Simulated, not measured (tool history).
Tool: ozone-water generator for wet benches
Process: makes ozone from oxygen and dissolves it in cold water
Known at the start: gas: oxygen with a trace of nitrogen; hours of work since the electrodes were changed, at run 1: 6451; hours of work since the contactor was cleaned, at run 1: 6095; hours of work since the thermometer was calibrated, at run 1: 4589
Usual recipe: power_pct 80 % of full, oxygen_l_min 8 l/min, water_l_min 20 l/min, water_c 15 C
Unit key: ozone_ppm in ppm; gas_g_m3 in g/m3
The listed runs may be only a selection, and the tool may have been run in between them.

run,hour,power_pct,oxygen_l_min,water_l_min,water_c,hours of work since the electrodes were changed,hours of work since the contactor was cleaned,hours of work since the thermometer was calibrated,ozone_ppm,gas_g_m3
1,0,80,8,20,15,6451,6095,4589,18.1,162.4
2,178.7,80,12.59,20,15,6626,6270,4764,16.6,124
3,321.8,80,12.59,20,15,6765,6409,4904,16.4,125.4
# hour 460: water thermometer calibrated
4,473.1,80,12.59,20,15,6913,6557,13,16.9,124.1
5,609.9,80,12.59,20,15,7046,6690,147,16.7,123.6
6,700.8,80,12.59,20,15,7135,6779,235,16.5,125.6
# hour 798.8: contactor cleaned
7,801,80,8,15,15,7229,2,329,23.3,164.3
8,964.8,80,8,15,15,7389,162,489,22.9,165.1
9,1126.8,80,8,15,15,7547,320,648,23.3,163.3
10,1248.3,80,8,20,15,7666,439,766,18.2,165.1
11,1406.1,80,8,28,15,7820,593,920,12.8,165.5
12,1496.6,80,8,28,15,7909,682,1009,12.9,164.4
13,1652.1,80,8,28,15,8061,834,1161,12.7,166.3
14,1737.5,80,8,28,15,8144,917,1244,12.9,162.6
15,1898.1,80,8,28,15,8301,1074,1401,13,165.1
16,2077.9,80,8,28,15,8477,1250,1577,13.2,165.2
17,2245.6,80,8,20,15,8641,1413,1741,18.1,164.9
18,2343.3,80,8,20,15,8736,1509,1836,18,167.1
19,2505.5,80,8,20,15,8894,1667,1994,17.9,166.4
20,2602,80,4.45,20,15,8989,1762,2089,18.6,235.3
21,2731.1,55,5.65,13,15,9115,1888,2215,20.1,148.9
22,2843.2,55,5.62,13,15,9224,1997,2324,20.1,150.2
23,2918.1,55,5.62,13,15,9298,2070,2398,20.2,151.7
24,3045.8,55,5.62,13,15,9422,2195,2522,20.2,152.5
25,3142.7,55,5.62,13,15,9517,2290,2617,19.9,151.8
26,3301.6,55,5.62,14,15,9672,2445,2772,19.1,150
27,3462.7,53,6.29,21,22,9830,2603,2930,11.2,138.6
# hour 3504: gauge calibrated
28,3548,43,4.87,30,23,9913,2686,3013,6.8,131.4
29,3690,43,4.87,30,23,10052,2825,3152,6.5,131.3
30,3818.4,77,5.96,30,8,10177,2950,3277,12.5,187
31,3923.9,77,5.96,30,8,10280,3053,3380,12.7,187.4
32,4026.1,40,11.31,15,8,10380,3153,3480,13.9,75.6
33,4114.8,40,11.31,15,8,10467,3240,3567,13.8,74.8
34,4252.7,80,5.1,20,17,10601,3374,3701,18.2,214.5

Forecast each of these 3 alternatives for the next run:
A,4352.9,56,5.1,20,17,10699,3472,3799,?,?
B,4352.9,68,7.51,20,9,10699,3472,3799,?,?
C,4352.9,80,5.1,20,9,10699,3472,3799,?,?

run,ozone_ppm,gas_g_m3
A,13.6,158.7
B,17.5,150.1
C,20.1,213.8
Without the tool's hidden state the same runs would have given:
run,ozone_ppm,gas_g_m3
A,13.6,157.7
B,17.5,149.2
C,20.1,212.6

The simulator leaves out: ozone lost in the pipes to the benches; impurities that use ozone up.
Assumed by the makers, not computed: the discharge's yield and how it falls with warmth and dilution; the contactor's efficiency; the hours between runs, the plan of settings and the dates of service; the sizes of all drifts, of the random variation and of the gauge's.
